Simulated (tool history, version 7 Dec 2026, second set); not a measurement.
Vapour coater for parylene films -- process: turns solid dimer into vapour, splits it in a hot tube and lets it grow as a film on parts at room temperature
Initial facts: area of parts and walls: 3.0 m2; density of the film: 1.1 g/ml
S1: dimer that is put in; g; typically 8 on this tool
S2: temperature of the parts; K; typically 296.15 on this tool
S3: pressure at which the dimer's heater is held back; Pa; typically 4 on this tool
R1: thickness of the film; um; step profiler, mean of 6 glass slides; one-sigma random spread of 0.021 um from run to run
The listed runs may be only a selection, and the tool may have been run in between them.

run   hour  S1      S2     S3    R1
  1      0   8  296.15      4  1.85
  2    7.8   8  296.15      4   1.9
  3   16.6   8  296.15      4   1.9
  4   30.7   8  296.15      4  1.87
  5   37.3   8  296.15      4  1.84
  6   51.8   8  296.15      4  1.87
  7   63.9   8  296.15   8.36  1.61
  8   76.5   8  296.15  11.29  1.56
  9   83.7   3  293.15   7.27  0.66
 10    100   7  290.15   5.89  1.69
 11  111.7  13  296.15   4.26   2.9
 12  119.3   4  291.15   9.75  0.91
 13  125.9   9  300.15      4  1.88
 14  133.2   4  292.15   3.66     1
 15  145.3  12  296.15      4   2.7
 16    158  11  293.15      4  2.66

What if the next run were any one of these 3? Each begins from the tool's condition after run 16:
  A  166.4  11  293.15  7.41   ?
  B  166.4   5  296.15  4.06   ?
  C  166.4   8  296.15  7.98   ?

run    R1
  A  2.41
  B  1.11
  C  1.59
The same runs, with their run-to-run variation unchanged, on a tool lacking any hidden condition would have given:
run    R1
  A  2.66
  B  1.23
  C  1.76
